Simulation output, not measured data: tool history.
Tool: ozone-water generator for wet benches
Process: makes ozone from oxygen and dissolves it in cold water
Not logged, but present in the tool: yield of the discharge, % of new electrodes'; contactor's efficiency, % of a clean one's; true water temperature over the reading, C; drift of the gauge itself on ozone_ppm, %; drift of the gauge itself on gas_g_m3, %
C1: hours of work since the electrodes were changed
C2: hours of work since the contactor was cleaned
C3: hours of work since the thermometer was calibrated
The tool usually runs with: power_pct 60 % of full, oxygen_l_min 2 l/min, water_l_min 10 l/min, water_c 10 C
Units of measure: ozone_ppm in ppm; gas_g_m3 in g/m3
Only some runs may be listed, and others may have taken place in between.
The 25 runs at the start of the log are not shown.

run 26 hour=1661.5 | power_pct=60 oxygen_l_min=3.18 water_l_min=10 water_c=10 | C1=4986 C2=4442 C3=4208 | ozone_ppm=24.4 gas_g_m3=160.1
run 27 hour=1721.5 | power_pct=60 oxygen_l_min=1.33 water_l_min=8 water_c=16 | C1=5041 C2=4497 C3=4263 | ozone_ppm=25 gas_g_m3=255.6
run 28 hour=1809.6 | power_pct=60 oxygen_l_min=1.33 water_l_min=8 water_c=16 | C1=5122 C2=4578 C3=4345 | ozone_ppm=24.8 gas_g_m3=251.1
run 29 hour=1896.8 | power_pct=60 oxygen_l_min=1.53 water_l_min=8 water_c=16 | C1=5203 C2=4658 C3=4425 | ozone_ppm=25.2 gas_g_m3=236.4
run 30 hour=1956.5 | power_pct=60 oxygen_l_min=1.08 water_l_min=8 water_c=12 | C1=5258 C2=4713 C3=4480 | ozone_ppm=24.8 gas_g_m3=283.6
run 31 hour=2017.2 | power_pct=78 oxygen_l_min=1.08 water_l_min=10 water_c=10 | C1=5313 C2=4769 C3=4536 | ozone_ppm=24.9 gas_g_m3=339.2
run 32 hour=2096.4 | power_pct=78 oxygen_l_min=1.08 water_l_min=10 water_c=10 | C1=5386 C2=4842 C3=4608 | ozone_ppm=24.5 gas_g_m3=337.7
run 33 hour=2149 | power_pct=69 oxygen_l_min=1.08 water_l_min=8 water_c=10 | C1=5435 C2=4890 C3=4657 | ozone_ppm=27.7 gas_g_m3=312.2
-- hour=2191.6 gauge calibrated
run 34 hour=2225.6 | power_pct=60 oxygen_l_min=1.09 water_l_min=10 water_c=10 | C1=5505 C2=4961 C3=4727 | ozone_ppm=20.8 gas_g_m3=286.2

Predict each of these 3 candidate next runs independently; none follows another, all start after run 34:
run A hour=2315.8 | power_pct=60 oxygen_l_min=1.06 water_l_min=12 water_c=8 | C1=5588 C2=5044 C3=4810 | ozone_ppm=? gas_g_m3=?
run B hour=2315.8 | power_pct=60 oxygen_l_min=2 water_l_min=12 water_c=10 | C1=5588 C2=5044 C3=4810 | ozone_ppm=? gas_g_m3=?
run C hour=2315.8 | power_pct=60 oxygen_l_min=1.26 water_l_min=10 water_c=13 | C1=5588 C2=5044 C3=4810 | ozone_ppm=? gas_g_m3=?

run=A ozone_ppm=17.4 gas_g_m3=289.3
run=B ozone_ppm=20.4 gas_g_m3=210.3
run=C ozone_ppm=21.1 gas_g_m3=267.4
Without the tool's unlogged condition, the same runs would have read:
run=A ozone_ppm=17.4 gas_g_m3=290.2
run=B ozone_ppm=20.5 gas_g_m3=211
run=C ozone_ppm=21.1 gas_g_m3=268.2
